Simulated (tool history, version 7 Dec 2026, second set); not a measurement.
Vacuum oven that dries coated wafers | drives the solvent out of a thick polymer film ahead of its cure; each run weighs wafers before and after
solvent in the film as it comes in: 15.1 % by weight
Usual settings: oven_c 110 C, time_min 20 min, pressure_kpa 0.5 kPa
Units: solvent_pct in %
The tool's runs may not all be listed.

| run | day | oven_c | time_min | pressure_kpa | solvent_pct |
|---|---|---|---|---|---|
| 1 | 0 | 110 | 20 | 0.5 | 0.94 |
| 2 | 3.021 | 110 | 20 | 0.5 | 0.91 |
| 3 | 4.817 | 110 | 20 | 0.5 | 0.89 |
| 4 | 7.808 | 110 | 20 | 0.5 | 0.91 |
| 5 | 10.962 | 110 | 20 | 0.818 | 1.09 |
| 6 | 12.879 | 110 | 20 | 0.818 | 1.1 |
| 7 | 15.354 | 110 | 20 | 0.5 | 0.92 |
| 8 | 17.746 | 115 | 20 | 0.5 | 0.49 |
| 9 | 20.504 | 115 | 20 | 0.5 | 0.48 |
| 10 | 23.892 | 115 | 20 | 0.5 | 0.47 |
| 11 | 26.396 | 110 | 20 | 0.529 | 0.88 |
| 12 | 28.912 | 110 | 20 | 0.5 | 0.92 |
| 13 | 31.504 | 114 | 20 | 0.5 | 0.53 |
| 14 | 34.271 | 114 | 13 | 0.5 | 1.14 |
| 15 | 37.471 | 105 | 20 | 0.5 | 1.72 |
| 16 | 39.567 | 110 | 20 | 0.5 | 0.89 |
|  | 40.592 | oven's thermocouples calibrated |
| 17 | 42.408 | 110 | 20 | 0.5 | 1.05 |
| 18 | 44.575 | 110 | 20 | 0.5 | 1.05 |
| 19 | 47.129 | 110 | 13 | 0.5 | 2.19 |
| 20 | 48.875 | 110 | 14 | 0.5 | 1.93 |
| 21 | 51.475 | 110 | 14 | 0.5 | 1.93 |
| 22 | 53.092 | 112 | 14 | 0.267 | 1.38 |
| 23 | 54.542 | 101 | 34 | 0.5 | 1.35 |
| 24 | 57.212 | 100 | 12 | 0.572 | 5.44 |
| 25 | 59.958 | 100 | 12 | 1.143 | 5.71 |
| 26 | 63.267 | 102 | 12 | 0.423 | 4.68 |
| 27 | 66.638 | 102 | 20 | 0.807 | 2.82 |
| 28 | 68.708 | 102 | 20 | 0.807 | 2.86 |
| 29 | 71.146 | 124 | 20 | 0.33 | 0.19 |
| 30 | 73.821 | 120 | 23 | 1.916 | 0.88 |
| 31 | 76.838 | 120 | 23 | 1.916 | 0.91 |
| 32 | 78.538 | 110 | 27 | 1.401 | 1.14 |
| 33 | 80.6 | 110 | 27 | 1.401 | 1.12 |
| 34 | 82.888 | 119 | 21 | 0.998 | 0.53 |
| 35 | 86.408 | 107 | 12 | 0.823 | 3.27 |
| 36 | 89.446 | 113 | 12 | 0.823 | 1.79 |
| 37 | 91.879 | 113 | 12 | 0.823 | 1.77 |
| 38 | 95.062 | 105 | 17 | 1.009 | 2.58 |
| 39 | 98.583 | 110 | 11 | 0.5 | 2.58 |
| 40 | 100.792 | 110 | 11 | 0.5 | 2.57 |
| 41 | 103.6 | 110 | 11 | 0.718 | 2.66 |
| 42 | 106.104 | 109 | 24 | 0.718 | 0.92 |

Hidden state or all else? Some run-to-run changes of solvent_pct, split into what the settings, what came in and random variation would give without the hidden state, and what is left for the hidden state (with any gauge scatter that isn't in both results):
The hidden state here: true wafer temperature over the reading, C; true pressure over the reading, kPa; drift of the gauge itself on solvent_pct, %.
Run 16 -> 17: oven's thermocouples calibrated. solvent_pct +0.16 %: hidden state +0.16, all else +0.
Run 23 -> 24: oven_c 101 -> 100, time_min 34 -> 12, pressure_kpa 0.5 -> 0.572. solvent_pct +4.09 %: hidden state -0.09, all else +4.18.
Run 28 -> 29: oven_c 102 -> 124, pressure_kpa 0.807 -> 0.33. solvent_pct -2.67 %: hidden state +0.04, all else -2.71.
Run 34 -> 35: oven_c 119 -> 107, time_min 21 -> 12, pressure_kpa 0.998 -> 0.823. solvent_pct +2.74 %: hidden state -0.16, all else +2.9.
Run 41 -> 42: oven_c 110 -> 109, time_min 11 -> 24. solvent_pct -1.74 %: hidden state +0.18, all else -1.92.
